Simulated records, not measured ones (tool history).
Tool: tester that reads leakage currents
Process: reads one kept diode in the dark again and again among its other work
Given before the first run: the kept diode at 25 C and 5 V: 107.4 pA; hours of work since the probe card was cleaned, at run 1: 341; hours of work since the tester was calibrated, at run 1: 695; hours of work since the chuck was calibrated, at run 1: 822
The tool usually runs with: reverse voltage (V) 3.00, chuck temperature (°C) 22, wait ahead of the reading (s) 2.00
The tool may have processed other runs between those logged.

| run | hour | reverse voltage (V) | chuck temperature (°C) | wait ahead of the reading (s) | hours of work since the probe card was cleaned | hours of work since the tester was calibrated | hours of work since the chuck was calibrated | current that the tester gives (pA) |
|---|---|---|---|---|---|---|---|---|
| 1 | 0.0 | 3.00 | 22 | 2.00 | 341 | 695 | 822 | 75.98 |
| 2 | 44.6 | 3.00 | 22 | 2.00 | 368 | 722 | 849 | 76.04 |
| 3 | 71.4 | 3.00 | 22 | 2.00 | 384 | 738 | 865 | 76.59 |
| 4 | 97.1 | 3.00 | 22 | 0.33 | 400 | 754 | 880 | 78.82 |
| 5 | 133.4 | 3.00 | 22 | 0.33 | 422 | 776 | 902 | 78.90 |
| 6 | 162.5 | 3.00 | 22 | 2.00 | 440 | 793 | 920 | 76.76 |
| 7 | 199.6 | 5.47 | 22 | 2.00 | 462 | 816 | 942 | 98.40 |
| 8 | 220.3 | 12.69 | 22 | 2.00 | 475 | 828 | 955 | 141.40 |
| 9 | 255.3 | 12.69 | 22 | 2.00 | 496 | 850 | 976 | 141.36 |
| 10 | 291.7 | 12.69 | 22 | 2.00 | 518 | 872 | 998 | 141.81 |
| 11 | 329.3 | 12.69 | 22 | 1.36 | 540 | 894 | 1021 | 143.00 |
| 12 | 375.6 | 3.00 | 30 | 2.00 | 568 | 922 | 1049 | 141.26 |
| 13 | 416.1 | 3.00 | 30 | 2.00 | 593 | 947 | 1073 | 140.29 |
| 14 | 456.5 | 3.00 | 30 | 2.00 | 617 | 971 | 1098 | 141.62 |
| 15 | 488.7 | 17.30 | 22 | 2.86 | 637 | 991 | 1117 | 164.29 |
| 16 | 528.3 | 1.91 | 22 | 2.24 | 661 | 1015 | 1141 | 65.26 |
| 17 | 568.7 | 1.91 | 22 | 2.24 | 685 | 1039 | 1166 | 65.26 |
| 18 | 606.6 | 1.91 | 21 | 2.21 | 708 | 1062 | 1189 | 60.19 |
| 19 | 640.6 | 3.00 | 35 | 6.04 | 729 | 1083 | 1209 | 205.03 |

Below are 3 alternative next runs, each starting from the tool's condition after run 19. Predict each:
| A | 661.1 | 3.00 | 35 | 4.91 | 741 | 1095 | 1221 | ? |
| B | 661.1 | 7.35 | 35 | 4.48 | 741 | 1095 | 1221 | ? |
| C | 661.1 | 3.00 | 22 | 0.32 | 741 | 1095 | 1221 | ? |

| run | current that the tester gives (pA) |
|---|---|
| A | 204.53 |
| B | 297.49 |
| C | 81.19 |
The same runs, with their run-to-run variation unchanged, on a tool lacking any hidden condition would have given:
| run | current that the tester gives (pA) |
|---|---|
| A | 183.22 |
| B | 265.64 |
| C | 71.82 |

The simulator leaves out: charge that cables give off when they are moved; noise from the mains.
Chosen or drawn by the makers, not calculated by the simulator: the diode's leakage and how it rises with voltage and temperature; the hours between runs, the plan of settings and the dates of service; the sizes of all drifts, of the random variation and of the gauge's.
